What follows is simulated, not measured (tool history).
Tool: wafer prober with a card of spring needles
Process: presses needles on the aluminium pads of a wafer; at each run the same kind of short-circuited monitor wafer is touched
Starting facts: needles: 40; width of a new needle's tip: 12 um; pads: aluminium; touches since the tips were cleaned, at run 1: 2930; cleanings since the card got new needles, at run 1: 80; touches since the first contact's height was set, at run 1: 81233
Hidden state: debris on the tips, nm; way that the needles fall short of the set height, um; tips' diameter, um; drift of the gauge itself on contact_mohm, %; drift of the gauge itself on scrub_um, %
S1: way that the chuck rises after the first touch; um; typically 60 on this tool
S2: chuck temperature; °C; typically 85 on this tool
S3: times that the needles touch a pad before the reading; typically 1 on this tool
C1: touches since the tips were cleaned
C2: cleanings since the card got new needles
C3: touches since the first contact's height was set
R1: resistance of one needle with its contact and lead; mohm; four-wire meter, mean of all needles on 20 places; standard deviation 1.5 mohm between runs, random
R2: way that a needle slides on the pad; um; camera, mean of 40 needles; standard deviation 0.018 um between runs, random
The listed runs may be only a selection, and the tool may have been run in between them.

run	day	S1	S2	S3	C1	C2	C3	R1	R2
1	0	60	85	1	2930	80	81233	192	9.11
# day 0.154: tips cleaned on abrasive film
# day 0.542: tips cleaned on abrasive film
# day 0.883: tips cleaned on abrasive film
# day 1.288: tips cleaned on abrasive film
2	1.288	60	85	1	0	84	99261	157	9.03
# day 1.671: tips cleaned on abrasive film
# day 2.079: tips cleaned on abrasive film
# day 2.458: tips cleaned on abrasive film
3	2.667	59	85	1	2947	87	118658	197	8.83
# day 2.812: tips cleaned on abrasive film
# day 3.229: tips cleaned on abrasive film
4	3.354	60	85	1	1813	89	128324	191	8.98
# day 3.608: tips cleaned on abrasive film
# day 4.033: tips cleaned on abrasive film
# day 4.375: tips cleaned on abrasive film
5	4.521	60	85	1	2048	92	144701	183	8.93
# day 4.725: tips cleaned on abrasive film
# day 5.117: tips cleaned on abrasive film
6	5.271	60	29	1	2184	94	155208	182	8.91
# day 5.529: tips cleaned on abrasive film
# day 5.888: tips cleaned on abrasive film
7	5.888	60	29	1	0	96	163884	148	8.92
# day 6.288: tips cleaned on abrasive film
# day 6.708: tips cleaned on abrasive film
# day 7.1: tips cleaned on abrasive film
# day 7.188: height of the first contact set anew
8	7.283	60	29	1	2449	99	1337	181	9.28
# day 7.525: tips cleaned on abrasive film
# day 7.929: tips cleaned on abrasive film
9	8.196	60	29	1	3816	101	14176	203	9.27
# day 8.283: tips cleaned on abrasive film
# day 8.662: tips cleaned on abrasive film
# day 9.067: tips cleaned on abrasive film
10	9.121	60	85	2	769	104	27111	159	9.21
# day 9.442: tips cleaned on abrasive film
# day 9.846: tips cleaned on abrasive film
# day 10.25: tips cleaned on abrasive film
11	10.25	60	85	2	0	107	42996	154	9.14
# day 10.679: tips cleaned on abrasive film
12	10.942	55	85	1	3692	108	52712	211	8.39
# day 11.029: tips cleaned on abrasive film
# day 11.438: tips cleaned on abrasive film
13	11.629	55	85	1	2720	110	62396	206	8.37
# day 11.862: tips cleaned on abrasive film
# day 12.238: tips cleaned on abrasive film
# day 12.65: tips cleaned on abrasive film
14	12.971	60	85	1	4543	113	81225	206	9.1
# day 13.058: tips cleaned on abrasive film
# day 13.471: tips cleaned on abrasive film
# day 13.829: tips cleaned on abrasive film
15	14.167	60	85	1	4793	116	98060	210	9.05
# day 14.258: tips cleaned on abrasive film
# day 14.646: tips cleaned on abrasive film
16	14.921	57	85	1	3867	118	108613	213	8.56
# day 14.992: tips cleaned on abrasive film
# day 15.421: tips cleaned on abrasive film
# day 15.808: tips cleaned on abrasive film
17	16	57	85	1	2701	121	123741	206	8.54
# day 16.233: tips cleaned on abrasive film
# day 16.604: tips cleaned on abrasive film
# day 16.996: tips cleaned on abrasive film
18	17.054	65	85	1	823	124	138560	171	9.74
# day 17.342: tips cleaned on abrasive film
# day 17.7: tips cleaned on abrasive film
# day 18.046: tips cleaned on abrasive film
19	18.375	65	85	1	4666	127	157112	203	9.69
# day 18.462: tips cleaned on abrasive film
# day 18.883: tips cleaned on abrasive film
# day 19.283: tips cleaned on abrasive film
# day 19.662: tips cleaned on abrasive film
20	19.738	65	85	1	1074	131	176237	177	9.62
# day 20.062: tips cleaned on abrasive film
# day 20.158: height of the first contact set anew
# day 20.479: tips cleaned on abrasive film
# day 20.879: tips cleaned on abrasive film
21	20.879	72	108	1	0	134	10083	153	11.1
# day 21.267: tips cleaned on abrasive film
# day 21.671: tips cleaned on abrasive film
# day 22.079: tips cleaned on abrasive film
22	22.183	72	108	1	1477	137	28420	175	11.04
# day 22.442: tips cleaned on abrasive film
# day 22.838: tips cleaned on abrasive film
23	22.854	72	108	1	270	139	37849	159	11
# day 23.25: tips cleaned on abrasive film
# day 23.671: tips cleaned on abrasive film
# day 24.083: tips cleaned on abrasive film
24	24.088	60	85	2	61	142	55158	154	9.17
# day 24.504: tips cleaned on abrasive film
# day 24.908: tips cleaned on abrasive film
25	24.962	71	85	2	773	144	67505	156	10.82
# day 25.296: tips cleaned on abrasive film
# day 25.696: tips cleaned on abrasive film
26	25.921	71	85	2	3174	146	80964	174	10.8
# day 26.096: tips cleaned on abrasive film
# day 26.458: tips cleaned on abrasive film
# day 26.825: tips cleaned on abrasive film
27	26.825	71	85	2	0	149	93640	151	10.76
# day 27.229: tips cleaned on abrasive film
28	27.521	71	43	2	4126	150	103422	174	10.75
# day 27.6: tips cleaned on abrasive film
# day 28.004: tips cleaned on abrasive film
29	28.188	49	58	1	2609	152	112783	236	7.29

Forecast each of these 3 alternatives for the next run:
# day 28.354: tips cleaned on abrasive film
# day 28.729: tips cleaned on abrasive film
# day 29.121: tips cleaned on abrasive film
A	29.367	49	69	1	3510	155	129350	?	?
# day 28.354: tips cleaned on abrasive film
# day 28.729: tips cleaned on abrasive film
# day 29.121: tips cleaned on abrasive film
B	29.367	49	36	2	3510	155	129350	?	?
# day 28.354: tips cleaned on abrasive film
# day 28.729: tips cleaned on abrasive film
# day 29.121: tips cleaned on abrasive film
C	29.367	47	77	1	3510	155	129350	?	?

run	R1	R2
A	247	7.27
B	208	7.27
C	256	6.98
Take away the tool's hidden state, keep each run's random variation, and the runs would have read:
run	R1	R2
A	147	7.56
B	143	7.56
C	149	7.28
